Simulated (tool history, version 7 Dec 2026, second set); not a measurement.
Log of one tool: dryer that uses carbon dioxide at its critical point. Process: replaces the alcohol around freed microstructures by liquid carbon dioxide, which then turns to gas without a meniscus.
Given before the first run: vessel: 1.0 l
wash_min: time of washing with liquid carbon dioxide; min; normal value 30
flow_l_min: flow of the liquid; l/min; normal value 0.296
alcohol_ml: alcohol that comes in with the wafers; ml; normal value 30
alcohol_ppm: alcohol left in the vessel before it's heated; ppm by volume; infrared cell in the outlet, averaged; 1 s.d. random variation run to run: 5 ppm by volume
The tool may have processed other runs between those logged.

run,day,wash_min,flow_l_min,alcohol_ml,alcohol_ppm
1,0.000,30,0.296,30,98
2,0.838,30,0.296,30,106
3,2.267,33,0.296,30,112
4,3.579,33,0.296,30,127
5,4.946,33,0.296,30,127
6,6.283,33,0.296,30,137
7,7.354,33,0.296,93,172
8,8.358,30,0.289,30,171
9,8.967,30,0.289,30,178
10,9.925,38,0.295,34,156
11,10.646,29,0.321,26,162
12,11.717,29,0.321,26,177
13,12.792,24,0.401,52,210

Branching from run 13: 5 alternative next runs. What would each branch give?
A,13.912,21,0.301,52,?
B,13.912,48,0.303,25,?
C,13.912,33,0.296,30,?
D,13.912,19,0.296,30,?
E,13.912,43,0.401,52,?

run,alcohol_ppm
A,723
B,170
C,199
D,701
E,168
What these runs would have given with no unlogged condition in the tool:
run,alcohol_ppm
A,303
B,5
C,20
D,310
E,3
